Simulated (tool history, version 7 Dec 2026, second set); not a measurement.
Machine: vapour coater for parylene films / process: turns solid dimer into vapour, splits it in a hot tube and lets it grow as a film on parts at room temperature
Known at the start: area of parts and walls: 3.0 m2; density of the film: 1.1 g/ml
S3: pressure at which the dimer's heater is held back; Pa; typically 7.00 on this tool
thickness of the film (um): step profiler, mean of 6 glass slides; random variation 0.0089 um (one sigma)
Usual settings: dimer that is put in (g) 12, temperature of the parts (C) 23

Run 1, hour 0.0: usual settings. Result: thickness of the film (um) 2.016.
Run 2, hour 37.3: usual settings. Result: thickness of the film (um) 2.034.
Run 3, hour 62.5: usual settings. Result: thickness of the film (um) 2.021.
Run 4, hour 87.9: usual settings but temperature of the parts (C) 21. Result: thickness of the film (um) 2.104.
Run 5, hour 115.6: usual settings but temperature of the parts (C) 21. Result: thickness of the film (um) 2.119.
Run 6, hour 140.2: usual settings but temperature of the parts (C) 21. Result: thickness of the film (um) 2.129.
Run 7, hour 166.9: usual settings but temperature of the parts (C) 18, S3 3.10 Pa. Result: thickness of the film (um) 2.613.
Run 8, hour 188.4: usual settings but dimer that is put in (g) 5, temperature of the parts (C) 33, S3 3.91 Pa. Result: thickness of the film (um) 0.735.
Run 9, hour 209.4: usual settings but dimer that is put in (g) 7, temperature of the parts (C) 33, S3 2.20 Pa. Result: thickness of the film (um) 1.128.
Run 10, hour 237.4: usual settings but dimer that is put in (g) 7, temperature of the parts (C) 33, S3 2.20 Pa. Result: thickness of the film (um) 1.137.
Run 11, hour 263.9: usual settings but dimer that is put in (g) 19, temperature of the parts (C) 16, S3 2.80 Pa. Result: thickness of the film (um) 4.481.
Run 12, hour 305.8: usual settings but temperature of the parts (C) 35, S3 2.55 Pa. Result: thickness of the film (um) 1.793.

5 ways to go on from here, each from the tool as it stands after run 12. What would each give?
Run A, hour 330.1: usual settings but dimer that is put in (g) 10, temperature of the parts (C) 20, S3 2.76 Pa. Result: thickness of the film (um) ?.
Run B, hour 330.1: usual settings but dimer that is put in (g) 11, temperature of the parts (C) 19, S3 2.55 Pa. Result: thickness of the film (um) ?.
Run C, hour 330.1: usual settings but temperature of the parts (C) 20, S3 3.80 Pa. Result: thickness of the film (um) ?.
Run D, hour 330.1: usual settings but S3 2.98 Pa. Result: thickness of the film (um) ?.
Run E, hour 330.1: usual settings but temperature of the parts (C) 18, S3 5.28 Pa. Result: thickness of the film (um) ?.

run  thickness of the film (um)
  A                       2.106
  B                       2.428
  C                       2.422
  D                       2.355
  E                       2.404
Without the tool's hidden state the same runs would have given:
run  thickness of the film (um)
  A                       2.107
  B                       2.429
  C                       2.423
  D                       2.356
  E                       2.405
